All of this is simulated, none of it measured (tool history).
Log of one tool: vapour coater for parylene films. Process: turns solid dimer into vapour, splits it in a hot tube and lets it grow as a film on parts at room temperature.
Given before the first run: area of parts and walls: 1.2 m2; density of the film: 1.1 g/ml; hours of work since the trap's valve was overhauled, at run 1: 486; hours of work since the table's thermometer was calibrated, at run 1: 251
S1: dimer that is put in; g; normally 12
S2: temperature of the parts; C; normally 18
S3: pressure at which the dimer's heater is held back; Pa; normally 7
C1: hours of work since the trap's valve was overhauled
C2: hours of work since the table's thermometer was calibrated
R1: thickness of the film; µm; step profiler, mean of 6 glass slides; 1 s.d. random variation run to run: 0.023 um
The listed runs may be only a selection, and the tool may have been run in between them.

run 1 hour=0 | S1=12 S2=18 S3=7 | C1=486 C2=251 | R1=4.65
run 2 hour=16.6 | S1=12 S2=18 S3=7 | C1=495 C2=260 | R1=4.64
run 3 hour=31.2 | S1=12 S2=18 S3=7 | C1=502 C2=267 | R1=4.63
run 4 hour=43.1 | S1=12 S2=18 S3=7 | C1=507 C2=272 | R1=4.65
run 5 hour=57.4 | S1=12 S2=18 S3=7 | C1=514 C2=279 | R1=4.65
run 6 hour=69.8 | S1=8 S2=18 S3=7 | C1=520 C2=285 | R1=3.09
-- hour=80.3 trap's valve overhauled
run 7 hour=85.6 | S1=8 S2=18 S3=7 | C1=3 C2=291 | R1=3.38
run 8 hour=97.3 | S1=8 S2=18 S3=7 | C1=8 C2=297 | R1=3.36
run 9 hour=106 | S1=12 S2=18 S3=7 | C1=12 C2=301 | R1=5.04
run 10 hour=117.4 | S1=12 S2=18 S3=7 | C1=18 C2=307 | R1=5
run 11 hour=132.9 | S1=12 S2=18 S3=7.85 | C1=26 C2=314 | R1=4.9
run 12 hour=146.3 | S1=12 S2=18 S3=2.18 | C1=32 C2=321 | R1=6.06
-- hour=148.2 table's thermometer calibrated
run 13 hour=155.4 | S1=11 S2=18 S3=2.18 | C1=36 C2=3 | R1=5.6
run 14 hour=164.8 | S1=10 S2=18 S3=2.18 | C1=41 C2=8 | R1=5.07
run 15 hour=179.9 | S1=10 S2=18 S3=2.18 | C1=48 C2=15 | R1=5.05
run 16 hour=197.4 | S1=10 S2=18 S3=2.18 | C1=56 C2=24 | R1=5.02
run 17 hour=205.3 | S1=12 S2=14 S3=7 | C1=60 C2=28 | R1=6
run 18 hour=216.2 | S1=12 S2=14 S3=7 | C1=66 C2=33 | R1=5.96
run 19 hour=224.9 | S1=12 S2=18 S3=7 | C1=70 C2=37 | R1=5
run 20 hour=243.8 | S1=12 S2=18 S3=7 | C1=79 C2=46 | R1=4.96
-- hour=245.9 table's thermometer calibrated, once more
run 21 hour=258.5 | S1=12 S2=20 S3=7 | C1=86 C2=6 | R1=4.51
run 22 hour=274.1 | S1=12 S2=20 S3=7 | C1=93 C2=14 | R1=4.48
run 23 hour=286.2 | S1=12 S2=20 S3=7 | C1=99 C2=20 | R1=4.47
run 24 hour=297 | S1=7 S2=18 S3=2.72 | C1=105 C2=25 | R1=3.4
run 25 hour=312.6 | S1=7 S2=18 S3=2.72 | C1=112 C2=32 | R1=3.34
run 26 hour=328.3 | S1=15 S2=18 S3=7.6 | C1=120 C2=40 | R1=6.06
run 27 hour=343.3 | S1=12 S2=18 S3=6.68 | C1=127 C2=47 | R1=4.94
run 28 hour=360.7 | S1=16 S2=21 S3=6.68 | C1=136 C2=56 | R1=5.73
run 29 hour=371.1 | S1=5 S2=18 S3=11.2 | C1=141 C2=61 | R1=1.88
run 30 hour=380.1 | S1=16 S2=22 S3=7 | C1=145 C2=65 | R1=5.48
run 31 hour=398.7 | S1=15 S2=12 S3=9 | C1=154 C2=74 | R1=7.58
run 32 hour=414.1 | S1=15 S2=25 S3=9 | C1=162 C2=82 | R1=4.29
run 33 hour=426.6 | S1=15 S2=25 S3=9 | C1=168 C2=88 | R1=4.28
run 34 hour=436.4 | S1=15 S2=11 S3=9 | C1=172 C2=93 | R1=7.95
run 35 hour=448.8 | S1=13 S2=19 S3=7.86 | C1=178 C2=99 | R1=4.94
run 36 hour=460.8 | S1=13 S2=19 S3=7.86 | C1=184 C2=105 | R1=4.93
run 37 hour=470.6 | S1=12 S2=10 S3=4.48 | C1=189 C2=109 | R1=7.39
run 38 hour=483.2 | S1=10 S2=30 S3=2.97 | C1=195 C2=115 | R1=2.73
run 39 hour=492 | S1=12 S2=19 S3=7 | C1=199 C2=120 | R1=4.61
run 40 hour=504.3 | S1=12 S2=19 S3=6.69 | C1=205 C2=126 | R1=4.67
run 41 hour=516.7 | S1=6 S2=13 S3=6.69 | C1=211 C2=132 | R1=3.03
run 42 hour=535.1 | S1=6 S2=13 S3=6.69 | C1=220 C2=141 | R1=3
run 43 hour=544.6 | S1=8 S2=22 S3=11.85 | C1=225 C2=145 | R1=2.47
run 44 hour=552.9 | S1=12 S2=18 S3=4.32 | C1=229 C2=149 | R1=5.2
run 45 hour=567 | S1=12 S2=10 S3=5.53 | C1=236 C2=156 | R1=7.13

Pick out some run-to-run changes in R1. Of each, how much would a tool without hidden state show as well, from the settings, what came in and chance, and how much is left for the hidden state and any gauge scatter not in both results compared?
Hidden state at play: vapour lost through the trap's worn valve, %; true temperature of the parts over the reading, C; drift of the gauge itself on film_um, %.
Run 6 -> 7: trap's valve overhauled. R1 +0.29 µm: hidden state +0.27, all else +0.02.
Run 28 -> 29: S1 16 -> 5, S2 21 -> 18, S3 6.68 -> 11.2. R1 -3.85 µm: hidden state +0.16, all else -4.01.
Run 33 -> 34: S2 25 -> 11. R1 +3.67 µm: hidden state -0.16, all else +3.83.
Run 37 -> 38: S1 12 -> 10, S2 10 -> 30, S3 4.48 -> 2.97. R1 -4.66 µm: hidden state +0.22, all else -4.88.
